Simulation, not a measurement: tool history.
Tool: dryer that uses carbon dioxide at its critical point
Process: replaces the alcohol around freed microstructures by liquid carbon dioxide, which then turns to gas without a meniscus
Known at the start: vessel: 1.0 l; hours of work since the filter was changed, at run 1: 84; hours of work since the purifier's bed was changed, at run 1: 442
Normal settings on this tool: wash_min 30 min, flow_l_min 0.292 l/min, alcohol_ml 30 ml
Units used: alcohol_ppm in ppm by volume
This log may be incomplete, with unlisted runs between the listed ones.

run	day	wash_min	flow_l_min	alcohol_ml	hours of work since the filter was changed	hours of work since the purifier's bed was changed	alcohol_ppm
1	0	30	0.292	30	84	442	237
2	0.929	30	0.292	30	100	458	240
3	1.558	30	0.292	30	111	469	242
4	2.279	30	0.292	30	124	482	267
5	3.246	30	0.292	30	141	499	268
6	3.742	30	0.285	30	149	507	284
7	4.233	30	0.292	30	158	516	271
8	4.733	30	0.309	30	166	524	249
9	5.204	30	0.309	30	175	533	264
10	5.921	30	0.292	30	187	545	287
11	6.529	30	0.292	30	198	555	302
12	6.938	30	0.292	30	205	563	308
13	7.779	30	0.292	30	219	577	336
14	8.688	30	0.292	64	235	593	499
15	9.221	30	0.292	64	244	602	492
# day 9.525: purifier's bed changed
16	10.204	20	0.292	30	259	12	918
17	10.838	30	0.292	115	270	23	649
18	11.342	27	0.489	30	279	31	33
19	12.308	32	0.489	30	295	48	26
20	13.092	32	0.489	30	309	62	25
# day 13.221: inlet filter changed
21	13.7	20	0.239	102	8	72	3477
22	14.154	22	0.205	31	16	80	1304
23	14.979	19	0.205	31	30	94	2066
24	15.954	19	0.205	31	47	111	2121
25	16.712	30	0.205	100	61	124	1502
26	17.167	22	0.297	100	68	132	1229
27	17.871	22	0.297	100	81	144	1262
28	18.642	45	0.26	20	94	157	60
29	19.212	30	0.304	30	104	167	133
30	20.092	30	0.355	48	119	182	104
31	20.658	26	0.385	30	129	192	105
32	21.442	33	0.36	96	143	206	112
33	21.867	25	0.336	30	150	213	201

What if the next run were any one of these 4? Each begins from the tool's condition after run 33:
A	22.708	23	0.292	30	164	228	?
B	22.708	30	0.351	85	164	228	?
C	22.708	19	0.443	23	164	228	?
D	22.708	29	0.427	30	164	228	?

run	alcohol_ppm
A	488
B	167
C	188
D	69
With no hidden state in the tool, these same runs would have given:
run	alcohol_ppm
A	272
B	48
C	75
D	0

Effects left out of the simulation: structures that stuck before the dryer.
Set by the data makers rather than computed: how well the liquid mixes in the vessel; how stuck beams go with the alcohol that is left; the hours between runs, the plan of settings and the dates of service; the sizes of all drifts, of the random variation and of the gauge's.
